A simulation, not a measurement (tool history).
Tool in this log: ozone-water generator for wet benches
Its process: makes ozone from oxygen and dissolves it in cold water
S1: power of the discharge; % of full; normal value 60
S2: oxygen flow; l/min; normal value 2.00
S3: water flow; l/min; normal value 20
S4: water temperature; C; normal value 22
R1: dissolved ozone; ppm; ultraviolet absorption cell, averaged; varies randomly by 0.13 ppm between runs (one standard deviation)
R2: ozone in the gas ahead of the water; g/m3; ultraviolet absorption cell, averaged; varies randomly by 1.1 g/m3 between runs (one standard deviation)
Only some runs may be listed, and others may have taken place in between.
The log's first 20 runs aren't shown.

run,hour,S1,S2,S3,S4,R1,R2
21,1314.5,75,1.06,27,17,10.0,356.1
22,1354.5,42,1.42,26,19,7.4,198.8
23,1432.0,41,1.17,28,26,6.3,224.4
24,1514.7,60,1.30,20,25,11.7,266.1
25,1564.7,60,2.53,20,22,12.4,166.9
26,1650.2,91,3.38,32,28,10.0,176.8
27,1729.5,91,2.78,28,28,11.2,202.8
28,1786.8,60,2.18,20,22,12.4,183.4
29,1834.1,60,1.17,13,15,18.7,284.3
30,1889.2,53,1.17,15,15,14.9,263.8
31,1972.5,53,1.17,15,15,15.3,260.4
32,2022.3,53,1.17,15,15,14.8,263.2
33,2082.7,60,1.04,22,22,10.1,309.2

Below are 3 alternative next runs, each starting from the tool's condition after run 33. Predict each:
A,2155.3,60,1.04,26,22,?,?
B,2155.3,70,1.17,20,16,?,?
C,2155.3,45,1.04,14,19,?,?

run,R1,R2
A,8.6,307.1
B,13.5,311.7
C,13.9,256.4
Take away the tool's hidden state, keep each run's random variation, and the runs would have read:
run,R1,R2
A,9.1,324.0
B,14.4,331.0
C,14.6,267.5
